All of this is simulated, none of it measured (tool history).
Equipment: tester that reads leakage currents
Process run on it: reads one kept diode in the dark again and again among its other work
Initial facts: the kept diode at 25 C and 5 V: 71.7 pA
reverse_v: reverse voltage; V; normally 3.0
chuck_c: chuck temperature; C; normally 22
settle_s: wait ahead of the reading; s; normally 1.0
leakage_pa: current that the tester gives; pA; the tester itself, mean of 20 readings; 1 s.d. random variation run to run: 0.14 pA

run 1 hour=0.0 | reverse_v=3.0 chuck_c=22 settle_s=1.0 | leakage_pa=44.97
run 2 hour=100.0 | reverse_v=3.0 chuck_c=22 settle_s=1.0 | leakage_pa=44.57
run 3 hour=173.0 | reverse_v=3.0 chuck_c=22 settle_s=1.0 | leakage_pa=44.51
run 4 hour=227.9 | reverse_v=3.0 chuck_c=22 settle_s=1.0 | leakage_pa=44.60
run 5 hour=350.4 | reverse_v=3.0 chuck_c=22 settle_s=1.0 | leakage_pa=44.78
run 6 hour=471.8 | reverse_v=3.0 chuck_c=50 settle_s=1.0 | leakage_pa=549.37
run 7 hour=554.2 | reverse_v=3.0 chuck_c=50 settle_s=1.0 | leakage_pa=548.61
run 8 hour=641.8 | reverse_v=3.0 chuck_c=50 settle_s=1.0 | leakage_pa=549.56
run 9 hour=736.9 | reverse_v=3.0 chuck_c=50 settle_s=1.0 | leakage_pa=546.57
run 10 hour=817.9 | reverse_v=3.0 chuck_c=23 settle_s=1.0 | leakage_pa=48.92

Predict the results of run 11:
run 11 hour=880.3 | reverse_v=1.5 chuck_c=34 settle_s=9.6 | leakage_pa=?

{"run 11": {"leakage_pa": 102.66}}
Had the tool carried no hidden state, the very same run would have given leakage_pa 102.81 pA.
